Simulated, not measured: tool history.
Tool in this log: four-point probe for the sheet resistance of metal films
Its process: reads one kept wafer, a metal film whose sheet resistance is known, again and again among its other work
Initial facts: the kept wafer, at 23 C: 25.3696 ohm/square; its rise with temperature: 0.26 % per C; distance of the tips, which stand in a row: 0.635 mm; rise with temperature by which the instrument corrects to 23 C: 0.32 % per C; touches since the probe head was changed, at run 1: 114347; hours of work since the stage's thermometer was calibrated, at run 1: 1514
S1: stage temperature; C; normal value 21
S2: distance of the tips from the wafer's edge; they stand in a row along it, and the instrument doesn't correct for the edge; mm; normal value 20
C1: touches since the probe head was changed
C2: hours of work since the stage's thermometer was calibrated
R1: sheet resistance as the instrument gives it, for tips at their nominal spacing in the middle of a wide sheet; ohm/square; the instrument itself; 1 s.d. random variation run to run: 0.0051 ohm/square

Run 1, hour 0.0: usual settings; C1 114347; C2 1514. Result: R1 25.114787 ohm/square.
Run 2, hour 78.3: usual settings but S1 31 C; C1 116287; C2 1550. Result: R1 24.976017 ohm/square.
Run 3, hour 164.1: usual settings but S1 31 C; C1 118414; C2 1590. Result: R1 24.951664 ohm/square.
Run 4, hour 242.0: usual settings but S1 31 C; C1 120347; C2 1626. Result: R1 24.963670 ohm/square.
Run 5, hour 338.6: usual settings but S1 32 C; C1 122742; C2 1671. Result: R1 24.941451 ohm/square.
Run 6, hour 420.0: usual settings but S1 32 C; C1 124760; C2 1708. Result: R1 24.930429 ohm/square.
Run 7, hour 518.5: usual settings but S1 32 C; C1 127202; C2 1754. Result: R1 24.938545 ohm/square.
Run 8, hour 644.0: usual settings but S1 27 C; C1 130312; C2 1812. Result: R1 25.004890 ohm/square.
Run 9, hour 704.1: usual settings but S1 27 C; C1 131803; C2 1840. Result: R1 24.998860 ohm/square.
Run 10, hour 771.0: usual settings; C1 133461; C2 1871. Result: R1 25.084731 ohm/square.
Run 11, hour 851.7: usual settings; C1 135462; C2 1908. Result: R1 25.083162 ohm/square.
Run 12, hour 973.9: usual settings; C1 138492; C2 1964. Result: R1 25.069869 ohm/square.
Run 13, hour 1027.6: usual settings; C1 139823; C2 1989. Result: R1 25.071929 ohm/square.
Run 14, hour 1115.3: usual settings but S1 24 C; C1 141998; C2 2030. Result: R1 25.022372 ohm/square.
Run 15, hour 1202.2: usual settings but S1 24 C; C1 144151; C2 2070. Result: R1 25.031275 ohm/square.
Run 16, hour 1290.0: usual settings but S1 24 C; C1 146328; C2 2111. Result: R1 25.020761 ohm/square.
Run 17, hour 1376.3: usual settings but S1 22 C; C1 148469; C2 2151. Result: R1 25.047171 ohm/square.
Run 18, hour 1449.0: usual settings but S1 22 C; C1 150269; C2 2184. Result: R1 25.038117 ohm/square.
Run 19, hour 1510.6: usual settings but S1 22 C; C1 151797; C2 2213. Result: R1 25.043569 ohm/square.
Run 20, hour 1629.1: usual settings but S1 22 C, S2 7 mm; C1 154736; C2 2267. Result: R1 25.131114 ohm/square.
Run 21, hour 1686.4: usual settings but S1 22 C, S2 22 mm; C1 156157; C2 2294. Result: R1 25.036497 ohm/square.
Run 22, hour 1740.1: usual settings but S1 19 C; C1 157488; C2 2319. Result: R1 25.084655 ohm/square.
Run 23, hour 1831.3: usual settings but S1 19 C; C1 159748; C2 2361. Result: R1 25.068541 ohm/square.
Run 24, hour 1959.2: usual settings but S1 33 C; C1 162919; C2 2420. Result: R1 24.876954 ohm/square.
Run 25, hour 2014.1: usual settings but S2 25 mm; C1 164280; C2 2445. Result: R1 25.035763 ohm/square.
At hour 2050.4: stage's thermometer calibrated.
Run 26, hour 2075.6: usual settings but S1 19 C, S2 16 mm; C1 165792; C2 12. Result: R1 25.075823 ohm/square.
Run 27, hour 2176.4: usual settings but S1 22 C; C1 168290; C2 58. Result: R1 25.024654 ohm/square.
Run 28, hour 2251.5: usual settings but S2 24 mm; C1 170153; C2 93. Result: R1 25.026663 ohm/square.
At hour 2304.0: stage's thermometer calibrated, once more.
Run 29, hour 2328.9: usual settings but S1 19 C, S2 11 mm; C1 172060; C2 12. Result: R1 25.112874 ohm/square.
Run 30, hour 2423.5: usual settings but S1 19 C, S2 11 mm; C1 174404; C2 55. Result: R1 25.109585 ohm/square.
Run 31, hour 2532.1: usual settings but S1 30 C, S2 3 mm; C1 177098; C2 105. Result: R1 25.488672 ohm/square.
Run 32, hour 2657.5: usual settings but S1 24 C, S2 8 mm; C1 180207; C2 163. Result: R1 25.065518 ohm/square.
Run 33, hour 2761.2: usual settings but S1 33 C, S2 11 mm; C1 182777; C2 211. Result: R1 24.911846 ohm/square.
Run 34, hour 2863.9: usual settings but S1 19 C, S2 51 mm; C1 185324; C2 259. Result: R1 25.043305 ohm/square.
Run 35, hour 2991.1: usual settings but S1 19 C, S2 51 mm; C1 188477; C2 318. Result: R1 25.045456 ohm/square.
Run 36, hour 3065.5: usual settings but S1 19 C, S2 51 mm; C1 190321; C2 352. Result: R1 25.040704 ohm/square.
Run 37, hour 3120.6: usual settings but S1 19 C, S2 51 mm; C1 191688; C2 378. Result: R1 25.035196 ohm/square.
Run 38, hour 3227.7: usual settings but S1 20 C, S2 21 mm; C1 194344; C2 427. Result: R1 25.026674 ohm/square.
Run 39, hour 3350.0: usual settings but S1 20 C, S2 21 mm; C1 197375; C2 484. Result: R1 25.022615 ohm/square.
Run 40, hour 3415.3: usual settings but S1 24 C, S2 3 mm; C1 198993; C2 514. Result: R1 25.554607 ohm/square.
Run 41, hour 3495.4: usual settings but S1 27 C, S2 70 mm; C1 200980; C2 551. Result: R1 24.910391 ohm/square.
Run 42, hour 3562.2: usual settings but S1 20 C, S2 21 mm; C1 202635; C2 582. Result: R1 25.008883 ohm/square.
Run 43, hour 3660.8: usual settings but S1 20 C, S2 43 mm; C1 205081; C2 627. Result: R1 24.999904 ohm/square.

Alternative continuations, all from the tool just after run 43; predict every row:
Run A, hour 3744.2: usual settings but S1 20 C, S2 4 mm; C1 207149; C2 666. Result: R1 ?.
Run B, hour 3744.2: usual settings but S1 32 C, S2 17 mm; C1 207149; C2 666. Result: R1 ?.
Run C, hour 3744.2: usual settings but S1 23 C, S2 70 mm; C1 207149; C2 666. Result: R1 ?.

run         R1
  A  25.336269
  B  24.846591
  C  24.957505
Had the tool no hidden state, the same runs would have come out as:
run         R1
  A  25.753324
  B  25.255790
  C  25.368694
